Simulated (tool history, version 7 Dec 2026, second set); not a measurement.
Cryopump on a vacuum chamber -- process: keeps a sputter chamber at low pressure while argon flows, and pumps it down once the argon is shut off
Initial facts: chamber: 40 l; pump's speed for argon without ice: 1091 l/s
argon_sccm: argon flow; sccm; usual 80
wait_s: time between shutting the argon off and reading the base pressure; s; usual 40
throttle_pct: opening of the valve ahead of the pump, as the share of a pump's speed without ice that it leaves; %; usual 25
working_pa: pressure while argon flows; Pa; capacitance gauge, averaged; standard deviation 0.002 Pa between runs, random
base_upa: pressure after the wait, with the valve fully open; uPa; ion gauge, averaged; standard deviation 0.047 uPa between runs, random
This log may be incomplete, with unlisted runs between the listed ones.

Run 1, hour 0.0: usual settings. Result: working_pa 0.5142 Pa, base_upa 3.04 uPa.
Run 2, hour 8.1: usual settings. Result: working_pa 0.5105 Pa, base_upa 3.10 uPa.
Run 3, hour 17.4: usual settings. Result: working_pa 0.5119 Pa, base_upa 3.10 uPa.
Run 4, hour 26.7: usual settings. Result: working_pa 0.5139 Pa, base_upa 3.01 uPa.
Run 5, hour 37.1: usual settings but throttle_pct 18 %. Result: working_pa 0.7022 Pa, base_upa 3.04 uPa.
Run 6, hour 47.0: usual settings. Result: working_pa 0.5121 Pa, base_upa 3.06 uPa.
Run 7, hour 61.8: usual settings but argon_sccm 78 sccm. Result: working_pa 0.4972 Pa, base_upa 2.97 uPa.
Run 8, hour 69.5: usual settings but argon_sccm 93 sccm. Result: working_pa 0.5988 Pa, base_upa 3.06 uPa.
Run 9, hour 82.3: usual settings but argon_sccm 93 sccm. Result: working_pa 0.5924 Pa, base_upa 3.17 uPa.
Run 10, hour 93.8: usual settings but argon_sccm 93 sccm. Result: working_pa 0.5986 Pa, base_upa 3.03 uPa.
Run 11, hour 100.4: usual settings but wait_s 48 s. Result: working_pa 0.5177 Pa, base_upa 2.65 uPa.
Run 12, hour 108.8: usual settings but argon_sccm 125 sccm. Result: working_pa 0.8025 Pa, base_upa 3.05 uPa.
Run 13, hour 118.7: usual settings but argon_sccm 125 sccm, wait_s 197 s. Result: working_pa 0.8071 Pa, base_upa 1.06 uPa.
Run 14, hour 130.4: usual settings but argon_sccm 125 sccm, wait_s 197 s. Result: working_pa 0.8048 Pa, base_upa 1.04 uPa.
Run 15, hour 142.2: usual settings. Result: working_pa 0.5158 Pa, base_upa 3.03 uPa.
Run 16, hour 150.2: usual settings. Result: working_pa 0.5167 Pa, base_upa 3.07 uPa.
Run 17, hour 157.3: usual settings. Result: working_pa 0.5178 Pa, base_upa 3.12 uPa.
Run 18, hour 169.4: usual settings but throttle_pct 29 %. Result: working_pa 0.4511 Pa, base_upa 3.11 uPa.
Run 19, hour 179.6: usual settings but argon_sccm 32 sccm, wait_s 290 s, throttle_pct 28 %. Result: working_pa 0.1861 Pa, base_upa 0.85 uPa.
Run 20, hour 191.6: usual settings but argon_sccm 32 sccm, wait_s 290 s, throttle_pct 28 %. Result: working_pa 0.1862 Pa, base_upa 0.90 uPa.
Run 21, hour 205.4: usual settings but wait_s 267 s. Result: working_pa 0.5238 Pa, base_upa 0.92 uPa.
Run 22, hour 219.3: usual settings but wait_s 267 s. Result: working_pa 0.5227 Pa, base_upa 0.95 uPa.
Run 23, hour 226.1: usual settings but argon_sccm 144 sccm, wait_s 200 s. Result: working_pa 0.9313 Pa, base_upa 1.06 uPa.
Run 24, hour 232.7: usual settings but wait_s 39 s, throttle_pct 21 %. Result: working_pa 0.6168 Pa, base_upa 3.20 uPa.
Run 25, hour 243.5: usual settings but argon_sccm 55 sccm, wait_s 27 s, throttle_pct 17 %. Result: working_pa 0.5194 Pa, base_upa 4.33 uPa.
Run 26, hour 253.3: usual settings but argon_sccm 70 sccm, wait_s 293 s, throttle_pct 56 %. Result: working_pa 0.2165 Pa, base_upa 0.93 uPa.
Run 27, hour 264.8: usual settings but argon_sccm 70 sccm, wait_s 293 s, throttle_pct 56 %. Result: working_pa 0.2179 Pa, base_upa 0.92 uPa.
Run 28, hour 274.5: usual settings but argon_sccm 70 sccm, wait_s 293 s, throttle_pct 56 %. Result: working_pa 0.2180 Pa, base_upa 0.92 uPa.
Run 29, hour 287.0: usual settings but argon_sccm 98 sccm, wait_s 80 s, throttle_pct 18 %. Result: working_pa 0.8770 Pa, base_upa 1.83 uPa.
Run 30, hour 302.8: usual settings but argon_sccm 111 sccm, throttle_pct 20 %. Result: working_pa 0.8999 Pa, base_upa 3.21 uPa.
Run 31, hour 318.5: usual settings but argon_sccm 40 sccm, wait_s 101 s, throttle_pct 27 %. Result: working_pa 0.2470 Pa, base_upa 1.60 uPa.
Run 32, hour 326.4: usual settings but argon_sccm 40 sccm, wait_s 101 s, throttle_pct 27 %. Result: working_pa 0.2451 Pa, base_upa 1.65 uPa.
Run 33, hour 342.9: usual settings but argon_sccm 40 sccm, wait_s 101 s, throttle_pct 27 %. Result: working_pa 0.2463 Pa, base_upa 1.61 uPa.
Run 34, hour 354.5: usual settings but argon_sccm 120 sccm, wait_s 215 s, throttle_pct 27 %. Result: working_pa 0.7341 Pa, base_upa 1.10 uPa.

What if the next run were any one of these 3? Each begins from the tool's condition after run 34:
Run A, hour 362.2: usual settings but argon_sccm 96 sccm, wait_s 197 s, throttle_pct 22 %. Result: working_pa ?, base_upa ?.
Run B, hour 362.2: usual settings but argon_sccm 120 sccm, wait_s 273 s, throttle_pct 27 %. Result: working_pa ?, base_upa ?.
Run C, hour 362.2: usual settings but argon_sccm 61 sccm, wait_s 215 s, throttle_pct 24 %. Result: working_pa ?, base_upa ?.

run  working_pa  base_upa
  A      0.7158      1.13
  B      0.7349      1.00
  C      0.4204      1.11
The same runs, with their run-to-run variation unchanged, on a tool lacking any hidden condition would have given:
run  working_pa  base_upa
  A      0.6760      0.80
  B      0.6852      0.66
  C      0.3950      0.78
